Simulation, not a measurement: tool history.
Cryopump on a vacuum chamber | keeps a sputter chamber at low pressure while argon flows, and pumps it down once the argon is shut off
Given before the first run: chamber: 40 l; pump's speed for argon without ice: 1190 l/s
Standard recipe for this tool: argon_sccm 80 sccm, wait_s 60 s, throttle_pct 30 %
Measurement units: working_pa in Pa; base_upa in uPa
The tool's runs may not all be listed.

run	hour	argon_sccm	wait_s	throttle_pct	working_pa	base_upa
1	0	80	60	30	0.3902	1.93
2	60.7	80	60	30	0.3929	2.04
3	119.1	80	60	30	0.3964	2.06
4	182.5	80	60	30	0.3976	2.09
5	220.1	80	60	30	0.3994	2.14
6	256.4	80	60	30	0.4012	2.14
7	300.9	80	60	25	0.4781	2.23
8	337.8	155	60	25	0.9271	2.24
9	376.1	155	60	25	0.9304	2.27
10	419.4	155	60	25	0.9355	2.29
11	479.2	155	60	34	0.7104	2.3
12	540.5	155	60	34	0.7135	2.32
13	595.6	155	60	34	0.7178	2.5
14	623.8	80	60	30	0.4159	2.42
15	654.2	80	60	30	0.4169	2.46
16	700.2	80	60	30	0.4167	2.51
17	733.9	53	78	34	0.2499	2.33
18	771.2	94	78	16	0.8866	2.41
19	800.8	60	80	19	0.483	2.34
20	842.6	38	60	30	0.2016	2.63
21	893.4	157	46	36	0.7198	3.13
22	930.5	101	37	46	0.3791	3.57
23	965	120	91	18	1.0258	2.39
# hour 988.1: pump warmed up, emptied and cooled again
24	1032.3	120	91	18	0.9565	1.99
# hour 1044.3: leaking fittings of the chamber tightened, without venting
25	1064.5	80	60	30	0.3849	1.57
26	1127.5	80	60	30	0.3839	1.59
27	1181.7	65	184	20	0.4696	0.74

Expected results for the next run?
28	1218.1	65	184	20	?	?

Run 28 measured working_pa 0.4694 Pa, base_upa 0.77 uPa.
Minus the tool's unlogged condition, the same run would have read working_pa 0.4613 Pa, base_upa 0.66 uPa.
